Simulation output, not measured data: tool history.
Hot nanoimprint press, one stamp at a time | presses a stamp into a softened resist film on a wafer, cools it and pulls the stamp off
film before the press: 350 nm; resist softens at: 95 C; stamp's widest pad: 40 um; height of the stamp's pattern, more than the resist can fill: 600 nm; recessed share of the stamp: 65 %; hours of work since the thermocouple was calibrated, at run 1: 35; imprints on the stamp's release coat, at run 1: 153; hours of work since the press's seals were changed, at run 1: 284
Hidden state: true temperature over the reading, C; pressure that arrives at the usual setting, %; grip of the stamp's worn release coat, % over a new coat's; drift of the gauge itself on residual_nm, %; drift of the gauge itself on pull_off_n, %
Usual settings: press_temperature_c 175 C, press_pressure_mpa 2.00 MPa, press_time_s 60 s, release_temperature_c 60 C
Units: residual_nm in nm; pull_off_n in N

| run | day | press_temperature_c | press_pressure_mpa | press_time_s | release_temperature_c | hours of work since the thermocouple was calibrated | imprints on the stamp's release coat | hours of work since the press's seals were changed | residual_nm | pull_off_n |
|---|---|---|---|---|---|---|---|---|---|---|
| 1 | 0.000 | 175 | 2.00 | 60 | 60 | 35 | 153 | 284 | 199.9 | 133 |
| 2 | 0.496 | 175 | 2.00 | 60 | 60 | 42 | 182 | 290 | 199.6 | 137 |
| 3 | 1.029 | 175 | 2.00 | 60 | 60 | 49 | 214 | 298 | 200.7 | 135 |
| 4 | 1.467 | 175 | 2.00 | 60 | 60 | 55 | 239 | 304 | 200.2 | 134 |
| 5 | 2.033 | 175 | 2.00 | 60 | 55 | 63 | 273 | 311 | 199.8 | 146 |
| 6 | 2.312 | 175 | 2.00 | 61 | 55 | 66 | 289 | 315 | 198.3 | 143 |
|  | 2.479 | plate thermocouple calibrated |
| 7 | 2.762 | 175 | 2.00 | 99 | 55 | 4 | 308 | 319 | 170.4 | 141 |
| 8 | 3.346 | 175 | 2.00 | 99 | 55 | 12 | 343 | 327 | 169.7 | 149 |
| 9 | 3.796 | 177 | 1.26 | 41 | 60 | 18 | 369 | 333 | 255.9 | 142 |
| 10 | 4.350 | 177 | 1.26 | 41 | 60 | 25 | 402 | 341 | 253.8 | 143 |
| 11 | 4.688 | 185 | 2.00 | 60 | 46 | 30 | 422 | 345 | 163.6 | 158 |
|  | 5.079 | plate thermocouple calibrated, once more |
| 12 | 5.079 | 185 | 2.00 | 60 | 50 | 0 | 438 | 349 | 162.6 | 155 |
| 13 | 5.375 | 185 | 2.00 | 60 | 50 | 4 | 455 | 353 | 161.8 | 158 |
| 14 | 5.754 | 185 | 2.00 | 60 | 50 | 9 | 477 | 358 | 163.2 | 154 |
| 15 | 6.183 | 165 | 1.44 | 60 | 48 | 15 | 503 | 364 | 270.1 | 158 |
| 16 | 6.696 | 165 | 1.66 | 40 | 48 | 22 | 533 | 371 | 280.6 | 159 |

Forecast each of these 3 alternatives for the next run:
| A | 7.088 | 175 | 2.00 | 39 | 60 | 27 | 556 | 376 | ? | ? |
| B | 7.088 | 172 | 2.00 | 60 | 48 | 27 | 556 | 376 | ? | ? |
| C | 7.088 | 173 | 1.66 | 40 | 58 | 27 | 556 | 376 | ? | ? |

| run | residual_nm | pull_off_n |
|---|---|---|
| A | 228.2 | 145 |
| B | 213.7 | 159 |
| C | 248.5 | 146 |
Without the tool's hidden state the same runs would have given:
| run | residual_nm | pull_off_n |
|---|---|---|
| A | 226.0 | 130 |
| B | 211.5 | 143 |
| C | 246.6 | 131 |
